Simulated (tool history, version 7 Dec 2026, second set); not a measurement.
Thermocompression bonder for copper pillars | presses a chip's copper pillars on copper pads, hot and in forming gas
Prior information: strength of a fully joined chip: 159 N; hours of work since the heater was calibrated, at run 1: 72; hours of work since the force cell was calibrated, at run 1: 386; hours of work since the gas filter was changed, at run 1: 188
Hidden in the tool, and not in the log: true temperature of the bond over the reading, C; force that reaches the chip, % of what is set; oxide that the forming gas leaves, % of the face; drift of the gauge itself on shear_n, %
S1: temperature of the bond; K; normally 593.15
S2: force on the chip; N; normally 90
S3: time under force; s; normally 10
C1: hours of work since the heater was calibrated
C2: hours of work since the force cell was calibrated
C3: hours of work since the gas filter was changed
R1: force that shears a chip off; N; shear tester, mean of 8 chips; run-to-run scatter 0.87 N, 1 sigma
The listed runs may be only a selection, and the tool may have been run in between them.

run	day	S1	S2	S3	C1	C2	C3	R1
1	0.000	593.15	90	10	72	386	188	105.0
2	0.162	593.15	90	10	74	388	190	105.3
3	0.421	593.15	90	10	76	391	193	103.6
4	0.783	593.15	90	10	80	395	197	105.5
5	0.979	593.15	90	13	83	397	199	113.0
6	1.204	593.15	90	13	85	399	201	110.7
7	1.383	593.15	90	13	87	401	203	110.2
8	1.725	593.15	90	13	91	405	207	111.0
9	2.100	593.15	90	10	95	409	211	104.8
10	2.362	593.15	90	10	98	412	214	104.7
11	2.571	616.15	90	10	100	414	216	117.5
12	2.754	566.15	128	9	102	416	218	94.6
13	3.038	618.15	55	16	105	419	221	115.8
14	3.221	618.15	55	16	107	421	223	112.2
15	3.512	569.15	107	7	110	424	226	82.4
16	3.838	610.15	63	11	114	428	230	104.1
17	4.183	619.15	63	23	117	432	234	125.9
18	4.488	593.15	113	5	121	435	237	92.4
19	4.842	593.15	113	5	125	439	241	93.0
20	5.104	593.15	83	9	127	442	244	96.9
21	5.500	621.15	121	16	132	446	248	139.2

Branching from run 21: 5 alternative next runs. What would each branch give?
A	5.662	616.15	99	16	134	448	250	?
B	5.662	593.15	91	9	134	448	250	?
C	5.662	621.15	121	13	134	448	250	?
D	5.662	623.15	90	24	134	448	250	?
E	5.662	621.15	101	16	134	448	250	?

run	R1
A	130.4
B	101.9
C	134.0
D	137.4
E	132.1
Without the tool's unlogged condition, the same runs would have read:
run	R1
A	139.4
B	109.5
C	143.1
D	146.6
E	141.1
